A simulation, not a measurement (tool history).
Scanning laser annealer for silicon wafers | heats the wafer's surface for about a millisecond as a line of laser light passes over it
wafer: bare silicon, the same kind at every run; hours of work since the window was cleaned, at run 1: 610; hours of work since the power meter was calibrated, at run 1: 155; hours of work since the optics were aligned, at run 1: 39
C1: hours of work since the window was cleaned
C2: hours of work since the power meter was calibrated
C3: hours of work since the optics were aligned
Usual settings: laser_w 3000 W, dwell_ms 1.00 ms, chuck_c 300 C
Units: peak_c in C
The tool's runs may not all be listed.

run 1 day=0.000 | laser_w=3000 dwell_ms=1.00 chuck_c=300 | C1=610 C2=155 C3=39 | peak_c=1105
run 2 day=0.321 | laser_w=3223 dwell_ms=1.00 chuck_c=300 | C1=613 C2=158 C3=42 | peak_c=1185
run 3 day=0.579 | laser_w=3223 dwell_ms=1.00 chuck_c=300 | C1=616 C2=161 C3=45 | peak_c=1184
run 4 day=0.912 | laser_w=3223 dwell_ms=1.00 chuck_c=300 | C1=619 C2=165 C3=48 | peak_c=1183
run 5 day=1.233 | laser_w=3223 dwell_ms=1.00 chuck_c=300 | C1=623 C2=168 C3=52 | peak_c=1179
run 6 day=1.558 | laser_w=3223 dwell_ms=1.00 chuck_c=300 | C1=626 C2=171 C3=55 | peak_c=1182
run 7 day=1.817 | laser_w=2726 dwell_ms=1.00 chuck_c=300 | C1=629 C2=174 C3=58 | peak_c=1011
run 8 day=2.183 | laser_w=3000 dwell_ms=0.96 chuck_c=300 | C1=632 C2=178 C3=61 | peak_c=1088
run 9 day=2.475 | laser_w=3000 dwell_ms=0.96 chuck_c=300 | C1=635 C2=181 C3=64 | peak_c=1090

Run 10 comes next. What will it give?
run 10 day=2.738 | laser_w=3000 dwell_ms=0.95 chuck_c=300 | C1=638 C2=184 C3=67 | peak_c=?

{"run 10": {"peak_c": 1086}}
Without the tool's hidden state the same run would have given peak_c 1088 C.

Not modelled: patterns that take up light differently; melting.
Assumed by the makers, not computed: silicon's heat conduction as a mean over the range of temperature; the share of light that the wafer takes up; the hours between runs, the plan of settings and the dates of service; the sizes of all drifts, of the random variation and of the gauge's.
